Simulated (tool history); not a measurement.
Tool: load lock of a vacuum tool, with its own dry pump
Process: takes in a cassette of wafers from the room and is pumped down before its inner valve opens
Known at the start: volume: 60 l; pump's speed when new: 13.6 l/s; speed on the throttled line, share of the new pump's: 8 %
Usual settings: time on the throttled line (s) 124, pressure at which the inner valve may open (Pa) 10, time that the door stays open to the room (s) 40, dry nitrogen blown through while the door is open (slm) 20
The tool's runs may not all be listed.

| run | hour | time on the throttled line (s) | pressure at which the inner valve may open (Pa) | time that the door stays open to the room (s) | dry nitrogen blown through while the door is open (slm) | incoming humidity of the room's air, % | time from the closed door until the inner valve may open (s) | rise of the pressure with all valves shut (Pa/min) |
|---|---|---|---|---|---|---|---|---|
| 1 | 0.0 | 124 | 10 | 40 | 20 | 44.9 | 162.1 | 0.136 |
| 2 | 391.1 | 124 | 10 | 40 | 12 | 48.2 | 162.1 | 0.149 |
| 3 | 570.0 | 124 | 10 | 40 | 12 | 46.3 | 162.4 | 0.157 |
| 4 | 828.5 | 124 | 10 | 40 | 7 | 48.0 | 162.5 | 0.177 |
| 5 | 1056.8 | 124 | 10 | 40 | 7 | 43.8 | 161.4 | 0.184 |
| 6 | 1354.9 | 124 | 10 | 40 | 7 | 46.9 | 161.2 | 0.183 |
| 7 | 1710.5 | 124 | 10 | 40 | 20 | 48.0 | 161.4 | 0.196 |
| 8 | 2020.0 | 124 | 14 | 40 | 20 | 42.9 | 160.5 | 0.207 |
| 9 | 2259.7 | 124 | 10 | 40 | 20 | 43.7 | 162.2 | 0.215 |
| 10 | 2562.2 | 124 | 10 | 40 | 20 | 43.7 | 162.1 | 0.232 |
| 11 | 2963.0 | 124 | 10 | 40 | 20 | 44.6 | 162.7 | 0.242 |
| 12 | 3295.6 | 124 | 10 | 40 | 20 | 47.3 | 162.9 | 0.262 |
| 13 | 3675.4 | 124 | 10 | 40 | 20 | 41.9 | 163.3 | 0.272 |
| 14 | 3866.7 | 124 | 10 | 40 | 20 | 45.6 | 164.3 | 0.285 |
| 15 | 4067.3 | 124 | 10 | 91 | 20 | 44.5 | 164.5 | 0.319 |
| 16 | 4291.6 | 124 | 10 | 91 | 20 | 45.7 | 164.4 | 0.337 |
| 17 | 4586.9 | 124 | 10 | 91 | 20 | 41.9 | 163.8 | 0.337 |
|  | 4792.7 | dry pump taken out, an overhauled one fitted |
| 18 | 4800.2 | 124 | 10 | 91 | 20 | 46.2 | 154.6 | 0.359 |
| 19 | 5016.0 | 124 | 10 | 40 | 20 | 45.6 | 155.3 | 0.348 |
| 20 | 5196.9 | 124 | 10 | 40 | 20 | 46.0 | 154.3 | 0.354 |
| 21 | 5475.9 | 114 | 10 | 234 | 10 | 46.3 | 146.3 | 0.464 |
| 22 | 5896.0 | 114 | 10 | 234 | 10 | 44.2 | 146.5 | 0.487 |
| 23 | 6203.3 | 124 | 10 | 40 | 28 | 47.4 | 154.2 | 0.398 |
| 24 | 6447.2 | 124 | 9 | 95 | 28 | 44.1 | 156.2 | 0.433 |
|  | 6536.0 | door's seal changed, seat wiped |
| 25 | 6798.6 | 75 | 8 | 27 | 7 | 45.6 | 112.2 | 0.028 |
| 26 | 6997.8 | 116 | 11 | 45 | 5 | 45.1 | 148.1 | 0.050 |
| 27 | 7291.5 | 65 | 20 | 36 | 20 | 44.7 | 98.7 | 0.035 |
| 28 | 7660.2 | 124 | 10 | 30 | 15 | 45.6 | 156.4 | 0.042 |
| 29 | 7895.8 | 147 | 10 | 165 | 20 | 48.9 | 177.2 | 0.103 |
| 30 | 8093.9 | 147 | 10 | 165 | 20 | 48.4 | 177.4 | 0.106 |
| 31 | 8385.8 | 147 | 10 | 165 | 20 | 46.3 | 177.6 | 0.104 |
| 32 | 8647.1 | 124 | 12 | 40 | 20 | 44.7 | 155.0 | 0.062 |
| 33 | 9084.8 | 124 | 12 | 40 | 5 | 46.2 | 155.7 | 0.081 |
| 34 | 9383.8 | 124 | 10 | 94 | 20 | 42.9 | 156.4 | 0.094 |
| 35 | 9611.3 | 84 | 9 | 31 | 12 | 47.6 | 121.0 | 0.082 |
| 36 | 9955.6 | 84 | 9 | 31 | 12 | 45.4 | 120.6 | 0.089 |
| 37 | 10189.5 | 221 | 9 | 31 | 12 | 47.0 | 247.0 | 0.094 |

Hidden state or all else? Some run-to-run changes of time from the closed door until the inner valve may open (s), split into what the settings, what came in and random variation would give without the hidden state, and what is left for the hidden state (with any gauge scatter that isn't in both results):
The hidden state here: pump's speed, % of a new pump's; leak at the door's seal, Pa l/s; drift of the gauge itself on ready_s, %; drift of the gauge itself on rise_pa_min, %.
Run 8 -> 9: pressure at which the inner valve may open (Pa) 14 -> 10. time from the closed door until the inner valve may open (s) +1.7: hidden state +0.4, all else +1.3.
Run 17 -> 18: dry pump taken out, an overhauled one fitted. time from the closed door until the inner valve may open (s) -9.2: hidden state -9.0, all else -0.2.
Run 26 -> 27: time on the throttled line (s) 116 -> 65, pressure at which the inner valve may open (Pa) 11 -> 20, time that the door stays open to the room (s) 45 -> 36, dry nitrogen blown through while the door is open (slm) 5 -> 20. time from the closed door until the inner valve may open (s) -49.4: hidden state +0.1, all else -49.5.
Run 27 -> 28: time on the throttled line (s) 65 -> 124, pressure at which the inner valve may open (Pa) 20 -> 10, time that the door stays open to the room (s) 36 -> 30, dry nitrogen blown through while the door is open (slm) 20 -> 15. time from the closed door until the inner valve may open (s) +57.7: hidden state +0.1, all else +57.6.
Run 36 -> 37: time on the throttled line (s) 84 -> 221. time from the closed door until the inner valve may open (s) +126.4: hidden state -0.7, all else +127.1.

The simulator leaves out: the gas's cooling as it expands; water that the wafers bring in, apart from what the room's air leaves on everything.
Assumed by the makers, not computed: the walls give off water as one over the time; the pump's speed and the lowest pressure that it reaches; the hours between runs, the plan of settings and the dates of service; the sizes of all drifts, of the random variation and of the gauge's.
